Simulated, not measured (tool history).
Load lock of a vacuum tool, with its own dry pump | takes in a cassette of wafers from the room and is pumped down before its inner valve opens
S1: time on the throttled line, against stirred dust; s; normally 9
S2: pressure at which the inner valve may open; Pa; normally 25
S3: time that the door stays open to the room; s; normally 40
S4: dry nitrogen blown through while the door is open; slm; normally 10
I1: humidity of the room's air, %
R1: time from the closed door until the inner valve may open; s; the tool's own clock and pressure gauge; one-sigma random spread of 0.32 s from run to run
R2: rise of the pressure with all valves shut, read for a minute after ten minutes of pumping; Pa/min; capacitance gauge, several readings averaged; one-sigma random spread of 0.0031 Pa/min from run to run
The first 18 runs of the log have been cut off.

Run 19, hour 8335.8: usual settings but S4 8 slm; I1 47.7. Result: R1 18.7 s, R2 0.213 Pa/min.
Run 20, hour 8614.1: usual settings but S1 6 s, S2 35 Pa, S3 35 s, S4 12 slm; I1 45.2. Result: R1 16.0 s, R2 0.210 Pa/min.
Run 21, hour 9210.6: usual settings but S1 6 s, S2 35 Pa, S3 53 s, S4 38 slm; I1 46.4. Result: R1 16.1 s, R2 0.220 Pa/min.
Run 22, hour 9772.5: usual settings but S1 5 s, S2 45 Pa, S3 228 s, S4 43 slm; I1 45.5. Result: R1 15.4 s, R2 0.257 Pa/min.
Run 23, hour 10151.3: usual settings but S1 16 s, S2 41 Pa; I1 48.8. Result: R1 22.2 s, R2 0.262 Pa/min.
Run 24, hour 10444.6: usual settings but S1 16 s, S2 41 Pa; I1 45.1. Result: R1 22.6 s, R2 0.272 Pa/min.
Run 25, hour 10741.3: usual settings but S1 4 s, S3 148 s, S4 39 slm; I1 45.5. Result: R1 15.9 s, R2 0.281 Pa/min.
Run 26, hour 11226.7: usual settings but S1 4 s, S3 148 s, S4 39 slm; I1 43.6. Result: R1 16.0 s, R2 0.284 Pa/min.
Run 27, hour 11757.3: usual settings but S1 5 s, S3 190 s, S4 17 slm; I1 43.7. Result: R1 16.6 s, R2 0.341 Pa/min.
Run 28, hour 12279.7: usual settings but S1 5 s, S2 30 Pa, S3 190 s, S4 17 slm; I1 45.4. Result: R1 17.0 s, R2 0.368 Pa/min.
Run 29, hour 12881.0: usual settings but S1 5 s, S2 30 Pa, S3 165 s, S4 17 slm; I1 43.5. Result: R1 16.7 s, R2 0.372 Pa/min.
Run 30, hour 13228.9: usual settings but S1 5 s, S2 20 Pa, S3 119 s, S4 25 slm; I1 43.1. Result: R1 17.3 s, R2 0.363 Pa/min.
Run 31, hour 13830.6: usual settings but S1 5 s, S2 20 Pa, S3 119 s, S4 25 slm; I1 45.8. Result: R1 18.0 s, R2 0.375 Pa/min.
Run 32, hour 14148.5: usual settings but S1 5 s, S2 20 Pa, S3 119 s, S4 25 slm; I1 43.7. Result: R1 18.0 s, R2 0.375 Pa/min.
Run 33, hour 14626.6: usual settings but S1 5 s, S2 20 Pa, S3 119 s, S4 25 slm; I1 45.2. Result: R1 17.7 s, R2 0.413 Pa/min.
Run 34, hour 14914.7: usual settings but S1 12 s, S3 126 s, S4 7 slm; I1 47.2. Result: R1 22.0 s, R2 0.461 Pa/min.
At hour 15131.6: dry pump taken out, an overhauled one fitted.
Run 35, hour 15529.9: usual settings but S2 21 Pa, S3 54 s, S4 8 slm; I1 45.9. Result: R1 18.5 s, R2 0.453 Pa/min.
Run 36, hour 16116.0: usual settings but S2 21 Pa, S3 87 s, S4 8 slm; I1 44.4. Result: R1 18.0 s, R2 0.473 Pa/min.

Below are 4 alternative next runs, each starting from the tool's condition after run 36. Predict each:
Run A, hour 16617.7: usual settings but S1 6 s, S2 21 Pa, S3 178 s, S4 8 slm; I1 46.3. Result: R1 ?, R2 ?.
Run B, hour 16617.7: usual settings but S1 5 s, S2 21 Pa, S3 137 s, S4 8 slm; I1 46.5. Result: R1 ?, R2 ?.
Run C, hour 16617.7: usual settings but S2 33 Pa, S3 138 s, S4 21 slm; I1 41.7. Result: R1 ?, R2 ?.
Run D, hour 16617.7: usual settings but S1 7 s, S3 30 s, S4 30 slm; I1 47.3. Result: R1 ?, R2 ?.

run    R1     R2
  A  16.3  0.534
  B  15.4  0.520
  C  17.8  0.475
  D  17.0  0.441
Stripped of hidden state, with their random variation kept, the same runs would have yielded:
run    R1     R2
  A  15.9  0.145
  B  15.0  0.135
  C  17.4  0.093
  D  16.6  0.058
